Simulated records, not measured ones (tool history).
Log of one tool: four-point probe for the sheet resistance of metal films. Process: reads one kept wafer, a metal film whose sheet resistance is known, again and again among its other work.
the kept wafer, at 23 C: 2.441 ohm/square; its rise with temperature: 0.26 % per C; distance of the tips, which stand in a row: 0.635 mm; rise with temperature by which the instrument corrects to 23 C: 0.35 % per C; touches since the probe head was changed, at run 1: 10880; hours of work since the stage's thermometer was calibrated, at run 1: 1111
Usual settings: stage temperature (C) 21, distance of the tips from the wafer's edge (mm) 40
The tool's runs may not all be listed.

run	hour	stage temperature (C)	distance of the tips from the wafer's edge (mm)	touches since the probe head was changed	hours of work since the stage's thermometer was calibrated	sheet resistance as the instrument gives it (ohm/square)
1	0.0	21	40	10880	1111	2.445920
2	13.7	21	40	11253	1120	2.445427
3	24.7	21	40	11552	1127	2.445884
4	38.6	21	40	11931	1136	2.445974
5	55.8	21	40	12399	1147	2.445954
6	71.5	21	40	12829	1157	2.445545
7	89.0	23	3	13303	1169	2.499079
8	105.5	18	8	13755	1179	2.460369
9	117.4	26	49	14078	1187	2.434697
10	132.1	26	49	14478	1196	2.434052

Forecast run 11:
11	139.7	26	49	14684	1201	?

{"run 11": {"sheet resistance as the instrument gives it (ohm/square)": 2.434841}}
Without the tool's hidden state the same run would have given sheet resistance as the instrument gives it (ohm/square) 2.434725.
